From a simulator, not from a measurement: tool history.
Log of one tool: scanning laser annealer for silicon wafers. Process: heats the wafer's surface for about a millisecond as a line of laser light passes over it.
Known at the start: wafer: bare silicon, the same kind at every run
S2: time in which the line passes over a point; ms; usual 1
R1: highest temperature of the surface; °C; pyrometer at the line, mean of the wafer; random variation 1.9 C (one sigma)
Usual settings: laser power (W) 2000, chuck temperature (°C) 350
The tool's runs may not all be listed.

Run 1, hour 0: usual settings. Result: R1 1185 °C.
Run 2, hour 11: usual settings. Result: R1 1184 °C.
Run 3, hour 22.6: usual settings but S2 0.77 ms. Result: R1 1079 °C.
Run 4, hour 36.4: usual settings but laser power (W) 1987, S2 0.77 ms. Result: R1 1075 °C.
Run 5, hour 54: usual settings but laser power (W) 1987, S2 0.77 ms. Result: R1 1075 °C.
Run 6, hour 72.7: usual settings but S2 0.72 ms. Result: R1 1057 °C.
Run 7, hour 87.3: usual settings but laser power (W) 1885, S2 0.72 ms. Result: R1 1016 °C.
Run 8, hour 99: usual settings but laser power (W) 1776. Result: R1 1095 °C.
Run 9, hour 116.1: usual settings but laser power (W) 1776, S2 1.12 ms. Result: R1 1142 °C.
Run 10, hour 132: usual settings but laser power (W) 2166, S2 1.12 ms. Result: R1 1301 °C.
Run 11, hour 151.9: usual settings but laser power (W) 2166, S2 1.12 ms. Result: R1 1304 °C.
Run 12, hour 169.6: usual settings. Result: R1 1184 °C.
Run 13, hour 182.4: usual settings. Result: R1 1185 °C.
Run 14, hour 201.5: usual settings. Result: R1 1184 °C.
Run 15, hour 219.7: usual settings. Result: R1 1182 °C.
Run 16, hour 234.7: usual settings but chuck temperature (°C) 321. Result: R1 1155 °C.
Run 17, hour 255.9: usual settings but chuck temperature (°C) 321. Result: R1 1154 °C.
Run 18, hour 271.7: usual settings but chuck temperature (°C) 321. Result: R1 1154 °C.
Run 19, hour 291.5: usual settings but chuck temperature (°C) 321. Result: R1 1158 °C.
Run 20, hour 310.3: usual settings but chuck temperature (°C) 321. Result: R1 1154 °C.
Run 21, hour 323.4: usual settings but laser power (W) 1840. Result: R1 1121 °C.
Run 22, hour 335.8: usual settings but S2 0.71 ms. Result: R1 1050 °C.
Run 23, hour 345.9: usual settings but S2 0.71 ms. Result: R1 1050 °C.
Run 24, hour 366.3: usual settings but laser power (W) 1749, S2 0.94 ms, chuck temperature (°C) 321. Result: R1 1034 °C.
Run 25, hour 380.1: usual settings but laser power (W) 1857, S2 1.16 ms. Result: R1 1190 °C.
Run 26, hour 396.7: usual settings but S2 0.72 ms, chuck temperature (°C) 326. Result: R1 1034 °C.
Run 27, hour 410.6: usual settings but S2 0.98 ms, chuck temperature (°C) 367. Result: R1 1193 °C.
Run 28, hour 428: usual settings but laser power (W) 2067, S2 0.74 ms. Result: R1 1085 °C.
Run 29, hour 437.8: usual settings but laser power (W) 1978, S2 0.89 ms, chuck temperature (°C) 330. Result: R1 1105 °C.
Run 30, hour 455: usual settings but laser power (W) 1978, S2 0.89 ms, chuck temperature (°C) 330. Result: R1 1108 °C.
Run 31, hour 471.5: usual settings but laser power (W) 1978, S2 0.89 ms, chuck temperature (°C) 330. Result: R1 1109 °C.
Run 32, hour 492.8: usual settings but chuck temperature (°C) 358. Result: R1 1192 °C.
Run 33, hour 513.6: usual settings but laser power (W) 1771, chuck temperature (°C) 358. Result: R1 1105 °C.
Run 34, hour 532: usual settings but laser power (W) 1920. Result: R1 1153 °C.
Run 35, hour 541.4: usual settings but laser power (W) 2140, S2 0.74 ms, chuck temperature (°C) 379. Result: R1 1139 °C.
Run 36, hour 559.2: usual settings but laser power (W) 2140, S2 0.74 ms, chuck temperature (°C) 362. Result: R1 1121 °C.
Run 37, hour 576.9: usual settings but laser power (W) 2100, S2 0.79 ms, chuck temperature (°C) 322. Result: R1 1093 °C.
Run 38, hour 587.1: usual settings but laser power (W) 2128, S2 0.92 ms, chuck temperature (°C) 331. Result: R1 1178 °C.
Run 39, hour 604.3: usual settings but laser power (W) 1724, S2 0.88 ms. Result: R1 1028 °C.
Run 40, hour 624.5: usual settings but laser power (W) 1724, S2 0.88 ms. Result: R1 1028 °C.
Run 41, hour 645.5: usual settings but laser power (W) 1878, chuck temperature (°C) 361. Result: R1 1145 °C.

4 ways to go on from here, each from the tool as it stands after run 41. What would each give?
Run A, hour 665.8: usual settings but laser power (W) 1831, S2 1.03 ms, chuck temperature (°C) 326. Result: R1 ?.
Run B, hour 665.8: usual settings but laser power (W) 2176. Result: R1 ?.
Run C, hour 665.8: usual settings but laser power (W) 1878, chuck temperature (°C) 346. Result: R1 ?.
Run D, hour 665.8: usual settings but laser power (W) 2181, S2 0.96 ms, chuck temperature (°C) 310. Result: R1 ?.

run    R1
  A  1108
  B  1249
  C  1130
  D  1196
Without the tool's hidden state the same runs would have given:
run    R1
  A  1109
  B  1250
  C  1131
  D  1197
